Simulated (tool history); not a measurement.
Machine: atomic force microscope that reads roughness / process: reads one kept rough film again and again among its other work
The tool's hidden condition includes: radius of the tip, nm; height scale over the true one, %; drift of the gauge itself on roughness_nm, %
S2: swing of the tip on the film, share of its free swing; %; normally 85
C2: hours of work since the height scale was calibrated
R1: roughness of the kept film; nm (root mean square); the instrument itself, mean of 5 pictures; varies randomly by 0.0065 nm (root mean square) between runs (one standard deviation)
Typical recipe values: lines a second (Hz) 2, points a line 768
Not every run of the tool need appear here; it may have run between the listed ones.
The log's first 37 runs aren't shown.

Run 38, hour 1265.4: usual settings but lines a second (Hz) 2.49, S2 64 %, points a line 546; pictures with this tip 260; C2 1174. Result: R1 1.287 nm (root mean square).
Run 39, hour 1303.7: usual settings but lines a second (Hz) 0.52, points a line 347; pictures with this tip 291; C2 1194. Result: R1 1.276 nm (root mean square).
Run 40, hour 1328.9: usual settings but lines a second (Hz) 0.52, points a line 618; pictures with this tip 311; C2 1208. Result: R1 1.292 nm (root mean square).
Run 41, hour 1360.9: usual settings but lines a second (Hz) 1.27, S2 62 %, points a line 694; pictures with this tip 336; C2 1224. Result: R1 1.301 nm (root mean square).
Run 42, hour 1390.1: usual settings but lines a second (Hz) 3.67, S2 73 %, points a line 710; pictures with this tip 359; C2 1240. Result: R1 1.145 nm (root mean square).
At hour 1403.5: new tip fitted.
Run 43, hour 1416.3: usual settings but S2 77 %, points a line 790; pictures with this tip 11; C2 1253. Result: R1 1.338 nm (root mean square).
Run 44, hour 1456.3: usual settings but S2 77 %, points a line 790; pictures with this tip 42; C2 1274. Result: R1 1.326 nm (root mean square).
Run 45, hour 1503.1: usual settings but lines a second (Hz) 1.53, S2 77 %, points a line 790; pictures with this tip 79; C2 1299. Result: R1 1.353 nm (root mean square).
Run 46, hour 1540.5: usual settings but lines a second (Hz) 1.53, S2 77 %, points a line 790; pictures with this tip 109; C2 1319. Result: R1 1.325 nm (root mean square).
Run 47, hour 1582.3: usual settings but lines a second (Hz) 0.89, S2 56 %, points a line 279; pictures with this tip 142; C2 1341. Result: R1 1.374 nm (root mean square).
Run 48, hour 1610.1: usual settings but lines a second (Hz) 1.81; pictures with this tip 164; C2 1355. Result: R1 1.222 nm (root mean square).
Run 49, hour 1632.2: usual settings but S2 65 %, points a line 544; pictures with this tip 182; C2 1367. Result: R1 1.322 nm (root mean square).

Below are 3 alternative next runs, each starting from the tool's condition after run 49. Predict each:
Run A, hour 1658.7: usual settings but lines a second (Hz) 1.27, points a line 665; pictures with this tip 203; C2 1381. Result: R1 ?.
Run B, hour 1658.7: usual settings but lines a second (Hz) 0.54, S2 79 %, points a line 755; pictures with this tip 203; C2 1381. Result: R1 ?.
Run C, hour 1658.7: usual settings but S2 65 %, points a line 492; pictures with this tip 203; C2 1381. Result: R1 ?.

run     R1
  A  1.277
  B  1.348
  C  1.297
Had the tool no hidden state, the same runs would have come out as:
run     R1
  A  1.364
  B   1.44
  C  1.386
